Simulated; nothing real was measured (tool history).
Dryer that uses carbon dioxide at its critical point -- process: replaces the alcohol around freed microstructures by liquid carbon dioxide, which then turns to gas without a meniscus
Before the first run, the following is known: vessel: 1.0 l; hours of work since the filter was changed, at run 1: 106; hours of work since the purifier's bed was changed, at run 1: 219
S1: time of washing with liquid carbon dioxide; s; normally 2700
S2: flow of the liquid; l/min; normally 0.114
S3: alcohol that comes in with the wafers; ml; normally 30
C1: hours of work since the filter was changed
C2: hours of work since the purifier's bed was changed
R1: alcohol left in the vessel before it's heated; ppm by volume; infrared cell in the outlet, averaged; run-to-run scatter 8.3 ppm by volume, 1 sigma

run 1 day=0 | S1=2700 S2=0.114 S3=30 | C1=106 C2=219 | R1=591
run 2 day=1.092 | S1=2700 S2=0.114 S3=30 | C1=126 C2=240 | R1=628
run 3 day=1.729 | S1=2700 S2=0.114 S3=30 | C1=138 C2=252 | R1=614
run 4 day=2.842 | S1=2700 S2=0.114 S3=30 | C1=159 C2=272 | R1=662
run 5 day=3.912 | S1=2700 S2=0.114 S3=30 | C1=179 C2=292 | R1=702
-- day=4.308 inlet filter changed
run 6 day=4.729 | S1=2700 S2=0.114 S3=30 | C1=8 C2=307 | R1=517
run 7 day=5.858 | S1=2700 S2=0.114 S3=30 | C1=29 C2=328 | R1=552
run 8 day=6.354 | S1=2700 S2=0.114 S3=30 | C1=38 C2=337 | R1=521
run 9 day=7.383 | S1=2700 S2=0.183 S3=30 | C1=58 C2=357 | R1=102
run 10 day=8.271 | S1=2400 S2=0.114 S3=30 | C1=74 C2=373 | R1=863
run 11 day=9.162 | S1=2400 S2=0.114 S3=30 | C1=91 C2=390 | R1=926
run 12 day=10.375 | S1=2700 S2=0.114 S3=30 | C1=114 C2=413 | R1=648
run 13 day=11.062 | S1=2700 S2=0.114 S3=30 | C1=127 C2=426 | R1=668
run 14 day=12.25 | S1=2700 S2=0.114 S3=30 | C1=149 C2=448 | R1=685
run 15 day=12.988 | S1=2700 S2=0.114 S3=30 | C1=163 C2=462 | R1=694
run 16 day=13.925 | S1=2820 S2=0.114 S3=30 | C1=180 C2=479 | R1=612
-- day=14.242 inlet filter changed
run 17 day=15.033 | S1=2820 S2=0.114 S3=30 | C1=15 C2=499 | R1=476
run 18 day=15.558 | S1=2820 S2=0.114 S3=30 | C1=25 C2=509 | R1=508
run 19 day=16.154 | S1=2820 S2=0.114 S3=30 | C1=36 C2=520 | R1=484
run 20 day=16.754 | S1=2820 S2=0.114 S3=30 | C1=47 C2=532 | R1=502
run 21 day=17.254 | S1=2700 S2=0.114 S3=44 | C1=56 C2=541 | R1=820
run 22 day=18.121 | S1=2700 S2=0.114 S3=44 | C1=73 C2=557 | R1=868
run 23 day=18.642 | S1=2700 S2=0.114 S3=42 | C1=82 C2=567 | R1=837
run 24 day=19.312 | S1=4020 S2=0.163 S3=34 | C1=95 C2=580 | R1=125
run 25 day=20.388 | S1=3300 S2=0.113 S3=34 | C1=115 C2=600 | R1=389
run 26 day=21.362 | S1=3300 S2=0.113 S3=34 | C1=133 C2=618 | R1=392
run 27 day=21.938 | S1=2160 S2=0.114 S3=52 | C1=144 C2=629 | R1=2333
run 28 day=22.812 | S1=2040 S2=0.145 S3=112 | C1=161 C2=645 | R1=2633
run 29 day=23.746 | S1=2040 S2=0.165 S3=112 | C1=178 C2=663 | R1=1563
-- day=24.204 inlet filter changed
run 30 day=24.588 | S1=2700 S2=0.114 S3=42 | C1=7 C2=678 | R1=768
run 31 day=25.146 | S1=1860 S2=0.114 S3=42 | C1=18 C2=688 | R1=2440
run 32 day=25.708 | S1=2760 S2=0.139 S3=42 | C1=28 C2=699 | R1=367
run 33 day=26.321 | S1=2700 S2=0.114 S3=50 | C1=40 C2=710 | R1=931
run 34 day=27.55 | S1=2460 S2=0.093 S3=30 | C1=63 C2=733 | R1=1672
run 35 day=28.583 | S1=4020 S2=0.114 S3=30 | C1=82 C2=753 | R1=230
run 36 day=29.383 | S1=3240 S2=0.161 S3=65 | C1=97 C2=768 | R1=225
run 37 day=30.1 | S1=2460 S2=0.128 S3=65 | C1=110 C2=781 | R1=1210
run 38 day=31.283 | S1=1680 S2=0.129 S3=65 | C1=133 C2=803 | R1=4139
run 39 day=31.842 | S1=1680 S2=0.129 S3=65 | C1=143 C2=814 | R1=4150
run 40 day=32.417 | S1=2520 S2=0.184 S3=36 | C1=154 C2=824 | R1=245
run 41 day=32.95 | S1=2520 S2=0.184 S3=36 | C1=164 C2=834 | R1=256
run 42 day=33.579 | S1=2520 S2=0.184 S3=36 | C1=176 C2=846 | R1=267
-- day=34.175 inlet filter changed
run 43 day=34.85 | S1=2760 S2=0.114 S3=30 | C1=13 C2=869 | R1=589
run 44 day=35.512 | S1=2760 S2=0.114 S3=30 | C1=25 C2=882 | R1=586
run 45 day=36.375 | S1=2760 S2=0.188 S3=99 | C1=41 C2=898 | R1=261
run 46 day=37.575 | S1=2760 S2=0.14 S3=22 | C1=64 C2=920 | R1=319

Some steps in R1, run to run, broken into two amounts with sign: the step expected even without the hidden condition (settings, incoming material, random variation), and the rest, left for the hidden condition together with whatever gauge scatter is not in both the measured and the hidden-condition-free result:
What the log doesn't record here: flow that reaches the vessel past the clogged filter, %; alcohol in the recycled carbon dioxide, ppm; drift of the gauge itself on alcohol_ppm, %.
Run 29 -> 30: S1 2040 -> 2700, S2 0.165 -> 0.114, S3 112 -> 42, inlet filter changed. R1 -795 ppm by volume: hidden state -450, all else -345.
Run 31 -> 32: S1 1860 -> 2760, S2 0.114 -> 0.139. R1 -2073 ppm by volume: hidden state -54, all else -2019.
Run 37 -> 38: S1 2460 -> 1680, S2 0.128 -> 0.129. R1 +2929 ppm by volume: hidden state +489, all else +2440.
Run 39 -> 40: S1 1680 -> 2520, S2 0.129 -> 0.184, S3 65 -> 36. R1 -3905 ppm by volume: hidden state -722, all else -3183.
